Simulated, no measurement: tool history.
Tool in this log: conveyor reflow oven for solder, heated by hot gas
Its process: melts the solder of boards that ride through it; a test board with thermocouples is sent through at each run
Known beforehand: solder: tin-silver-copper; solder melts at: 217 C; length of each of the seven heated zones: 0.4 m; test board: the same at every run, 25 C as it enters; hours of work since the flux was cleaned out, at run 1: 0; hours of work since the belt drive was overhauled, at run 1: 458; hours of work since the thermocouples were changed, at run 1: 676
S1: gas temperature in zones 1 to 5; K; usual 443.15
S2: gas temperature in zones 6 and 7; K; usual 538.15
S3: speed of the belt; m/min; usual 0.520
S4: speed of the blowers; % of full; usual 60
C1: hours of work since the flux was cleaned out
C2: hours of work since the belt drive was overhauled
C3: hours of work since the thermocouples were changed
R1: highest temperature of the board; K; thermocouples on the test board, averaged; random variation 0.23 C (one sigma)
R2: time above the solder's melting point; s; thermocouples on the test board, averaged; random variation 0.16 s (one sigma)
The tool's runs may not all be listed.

{"run": 1, "hour": 0.0, "S1": 443.15, "S2": 538.15, "S3": 0.52, "S4": 60, "C1": 0, "C2": 458, "C3": 676, "R1": 520.05, "R2": 62.4}
{"run": 2, "hour": 20.1, "S1": 443.15, "S2": 538.15, "S3": 0.52, "S4": 60, "C1": 10, "C2": 468, "C3": 686, "R1": 520.15, "R2": 62.4}
{"run": 3, "hour": 59.1, "S1": 443.15, "S2": 538.15, "S3": 0.544, "S4": 60, "C1": 29, "C2": 487, "C3": 705, "R1": 518.35, "R2": 57.2}
{"run": 4, "hour": 99.7, "S1": 443.15, "S2": 538.15, "S3": 0.52, "S4": 60, "C1": 49, "C2": 507, "C3": 725, "R1": 519.75, "R2": 62.1}
{"run": 5, "hour": 143.9, "S1": 443.15, "S2": 538.15, "S3": 0.52, "S4": 60, "C1": 70, "C2": 529, "C3": 746, "R1": 519.25, "R2": 61.9}
{"run": 6, "hour": 167.6, "S1": 443.15, "S2": 538.15, "S3": 0.52, "S4": 83, "C1": 82, "C2": 540, "C3": 758, "R1": 524.25, "R2": 69.4}
{"run": 7, "hour": 195.4, "S1": 443.15, "S2": 538.15, "S3": 0.52, "S4": 83, "C1": 95, "C2": 554, "C3": 772, "R1": 524.55, "R2": 69.2}
{"run": 8, "hour": 234.4, "S1": 443.15, "S2": 538.15, "S3": 0.52, "S4": 83, "C1": 115, "C2": 573, "C3": 791, "R1": 524.45, "R2": 69.1}
{"run": 9, "hour": 270.6, "S1": 443.15, "S2": 538.15, "S3": 0.52, "S4": 83, "C1": 132, "C2": 591, "C3": 808, "R1": 524.25, "R2": 69.2}
{"hour": 278.6, "done": "flux residue cleaned out of gas plates and filters"}
{"run": 10, "hour": 298.9, "S1": 443.15, "S2": 538.15, "S3": 0.52, "S4": 58, "C1": 10, "C2": 602, "C3": 820, "R1": 518.05, "R2": 60.5}
{"run": 11, "hour": 336.6, "S1": 443.15, "S2": 538.15, "S3": 0.52, "S4": 58, "C1": 28, "C2": 620, "C3": 838, "R1": 518.05, "R2": 60.4}
{"hour": 352.8, "done": "thermocouples of zones 6 and 7 changed"}
{"hour": 366.5, "done": "flux residue cleaned out of gas plates and filters, once more"}
{"run": 12, "hour": 382.8, "S1": 443.15, "S2": 538.15, "S3": 0.52, "S4": 60, "C1": 8, "C2": 640, "C3": 12, "R1": 521.65, "R2": 64.4}
{"run": 13, "hour": 420.2, "S1": 443.15, "S2": 538.15, "S3": 0.52, "S4": 60, "C1": 26, "C2": 658, "C3": 30, "R1": 521.75, "R2": 64.4}
{"run": 14, "hour": 443.8, "S1": 443.15, "S2": 538.15, "S3": 0.52, "S4": 60, "C1": 38, "C2": 669, "C3": 42, "R1": 521.65, "R2": 64.3}
{"run": 15, "hour": 490.3, "S1": 443.15, "S2": 549.15, "S3": 0.52, "S4": 88, "C1": 60, "C2": 692, "C3": 65, "R1": 537.45, "R2": 79.1}
{"run": 16, "hour": 533.8, "S1": 443.15, "S2": 540.15, "S3": 0.52, "S4": 88, "C1": 82, "C2": 713, "C3": 86, "R1": 529.25, "R2": 73.7}
{"run": 17, "hour": 577.1, "S1": 458.15, "S2": 531.15, "S3": 0.52, "S4": 88, "C1": 103, "C2": 735, "C3": 107, "R1": 522.55, "R2": 75.5}

Run 18, settings as shown, results not yet in. Your forecast:
{"run": 18, "hour": 621.2, "S1": 457.15, "S2": 531.15, "S3": 0.52, "S4": 88, "C1": 124, "C2": 756, "C3": 129, "R1": "?", "R2": "?"}

For run 18 the tool returned R1 522.45 K, R2 74.8 s.
If the tool had no hidden condition, the same run with the same run-to-run variation would have returned R1 522.85 K, R2 73.6 s.
